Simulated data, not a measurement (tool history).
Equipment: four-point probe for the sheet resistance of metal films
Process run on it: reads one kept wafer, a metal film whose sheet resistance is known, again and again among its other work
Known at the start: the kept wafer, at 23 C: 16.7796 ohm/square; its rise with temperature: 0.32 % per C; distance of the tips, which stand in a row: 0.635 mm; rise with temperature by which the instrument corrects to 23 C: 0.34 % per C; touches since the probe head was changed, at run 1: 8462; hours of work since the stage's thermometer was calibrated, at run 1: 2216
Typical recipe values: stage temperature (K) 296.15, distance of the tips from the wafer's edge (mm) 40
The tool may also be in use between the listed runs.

| run | hour | stage temperature (K) | distance of the tips from the wafer's edge (mm) | touches since the probe head was changed | hours of work since the stage's thermometer was calibrated | sheet resistance as the instrument gives it (ohm/square) |
|---|---|---|---|---|---|---|
| 1 | 0 | 296.15 | 40 | 8462 | 2216 | 16.725709 |
| 2 | 18.9 | 296.15 | 40 | 8756 | 2228 | 16.717566 |
| 3 | 36 | 307.15 | 40 | 9020 | 2238 | 16.695042 |
| 4 | 59.4 | 296.15 | 16 | 9383 | 2252 | 16.728174 |
| 5 | 69.6 | 296.15 | 16 | 9541 | 2258 | 16.727946 |
| 6 | 82 | 296.15 | 16 | 9733 | 2265 | 16.7331 |
| 7 | 98.4 | 296.15 | 16 | 9989 | 2275 | 16.729275 |
| 8 | 110.4 | 296.15 | 16 | 10174 | 2282 | 16.728737 |
| 9 | 122.7 | 296.15 | 40 | 10366 | 2289 | 16.717637 |
| 10 | 136.1 | 296.15 | 40 | 10573 | 2297 | 16.72268 |
| 11 | 151.9 | 296.15 | 13 | 10818 | 2306 | 16.736476 |
| 12 | 162.2 | 296.15 | 13 | 10978 | 2312 | 16.730916 |
| 13 | 179.9 | 302.15 | 13 | 11252 | 2323 | 16.719103 |
| 14 | 203 | 302.15 | 13 | 11611 | 2337 | 16.71549 |
| 15 | 225.7 | 302.15 | 13 | 11962 | 2350 | 16.722987 |
| 16 | 242.5 | 297.15 | 40 | 12223 | 2360 | 16.714017 |
| 17 | 265.4 | 297.15 | 40 | 12578 | 2373 | 16.708175 |
| 18 | 283.1 | 297.15 | 40 | 12853 | 2384 | 16.711463 |
| 19 | 306.4 | 297.15 | 40 | 13214 | 2398 | 16.703044 |
| 20 | 317.8 | 295.15 | 40 | 13390 | 2404 | 16.714737 |
| 21 | 339.1 | 295.15 | 40 | 13721 | 2417 | 16.718358 |
| 22 | 361 | 295.15 | 40 | 14060 | 2430 | 16.713839 |
| 23 | 376.5 | 295.15 | 40 | 14300 | 2439 | 16.714517 |
| 24 | 388.9 | 294.15 | 13 | 14494 | 2446 | 16.733337 |
| 25 | 402.1 | 299.15 | 8 | 14699 | 2454 | 16.763376 |
| 26 | 413.9 | 296.15 | 9 | 14880 | 2461 | 16.754858 |
| 27 | 434 | 296.15 | 21 | 15193 | 2473 | 16.71688 |
| 28 | 458.1 | 296.15 | 21 | 15566 | 2487 | 16.707772 |
| 29 | 481.1 | 296.15 | 22 | 15922 | 2501 | 16.708249 |
| 30 | 498.6 | 297.15 | 40 | 16194 | 2511 | 16.705048 |
| 31 | 517.5 | 299.15 | 5 | 16488 | 2522 | 16.839892 |
| 32 | 535.7 | 293.15 | 51 | 16770 | 2533 | 16.716084 |
| 33 | 554.2 | 301.15 | 15 | 17057 | 2544 | 16.707685 |
| 34 | 574.1 | 307.15 | 18 | 17365 | 2556 | 16.688784 |
| 35 | 595.1 | 294.15 | 9 | 17691 | 2568 | 16.753385 |
| 36 | 615 | 294.15 | 9 | 17999 | 2580 | 16.752882 |
| 37 | 632.2 | 293.15 | 51 | 18266 | 2590 | 16.711409 |
| 38 | 644.8 | 302.15 | 27 | 18462 | 2598 | 16.694902 |
| 39 | 663.1 | 302.15 | 58 | 18746 | 2609 | 16.686488 |
| 40 | 681.8 | 302.15 | 58 | 19035 | 2620 | 16.687392 |
| 41 | 694.2 | 302.15 | 58 | 19227 | 2627 | 16.686731 |
| 42 | 715.6 | 297.15 | 11 | 19560 | 2640 | 16.730148 |
| 43 | 739 | 297.15 | 11 | 19922 | 2653 | 16.731373 |
| 44 | 763.3 | 293.15 | 30 | 20299 | 2668 | 16.704925 |
| 45 | 776.3 | 293.15 | 30 | 20501 | 2676 | 16.706327 |

Below, some changes in sheet resistance as the instrument gives it (ohm/square) between adjacent runs. For each, the amount present without the hidden state too (settings, incoming material, random variation) and the amount remaining for the hidden state with gauge scatter not shared by both compared results:
What the log doesn't record here: inner tips' distance over the nominal, %; tips' flats over new ones', %; wafer's true temperature over the reading, C; drift of the gauge itself on sheet_ohm, %.
Run 3 -> 4: stage temperature (K) 307.15 -> 296.15, distance of the tips from the wafer's edge (mm) 40 -> 16. sheet resistance as the instrument gives it (ohm/square) +0.033132: hidden state -0.001411, all else +0.034543.
Run 30 -> 31: stage temperature (K) 297.15 -> 299.15, distance of the tips from the wafer's edge (mm) 40 -> 5. sheet resistance as the instrument gives it (ohm/square) +0.134844: hidden state -0.00083, all else +0.135674.
Run 31 -> 32: stage temperature (K) 299.15 -> 293.15, distance of the tips from the wafer's edge (mm) 5 -> 51. sheet resistance as the instrument gives it (ohm/square) -0.123808: hidden state -0.000399, all else -0.123409.
Run 34 -> 35: stage temperature (K) 307.15 -> 294.15, distance of the tips from the wafer's edge (mm) 18 -> 9. sheet resistance as the instrument gives it (ohm/square) +0.064601: hidden state -0.001765, all else +0.066366.
Run 41 -> 42: stage temperature (K) 302.15 -> 297.15, distance of the tips from the wafer's edge (mm) 58 -> 11. sheet resistance as the instrument gives it (ohm/square) +0.043417: hidden state -0.00107, all else +0.044487.
